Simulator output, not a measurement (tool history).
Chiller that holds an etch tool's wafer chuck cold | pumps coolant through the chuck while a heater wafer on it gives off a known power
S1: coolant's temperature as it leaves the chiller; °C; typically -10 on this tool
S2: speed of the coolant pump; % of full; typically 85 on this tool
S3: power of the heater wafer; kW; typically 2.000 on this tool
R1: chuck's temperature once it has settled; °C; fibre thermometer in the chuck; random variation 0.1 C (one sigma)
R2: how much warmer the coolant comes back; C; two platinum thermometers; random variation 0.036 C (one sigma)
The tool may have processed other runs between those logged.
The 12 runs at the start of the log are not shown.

run,day,S1,S2,S3,R1,R2
13,11.383,-8,85,2.000,17.8,7.12
14,12.512,-8,85,2.000,17.9,7.11
15,13.400,0,85,2.000,25.7,7.11
16,14.712,0,85,2.000,25.8,7.08
17,15.579,0,85,1.101,14.4,3.87
18,16.738,-11,93,2.079,14.3,6.69
19,17.292,-16,74,1.115,0.2,4.57
20,18.575,-11,80,2.000,16.0,7.58
21,19.733,-11,80,2.000,16.3,7.63
22,21.038,-16,73,1.946,12.5,8.12
23,22.308,-16,73,1.946,12.4,8.17
24,22.946,-16,73,1.946,12.5,8.19

Run 25 is up next; what results do you expect?
25,23.688,-16,73,1.946,?,?

R1: 12.5 °C
R2: 8.27 C
Were there no unlogged condition in the tool, this run, its random variation unchanged, would have produced R1 7.1 °C, R2 7.96 C.
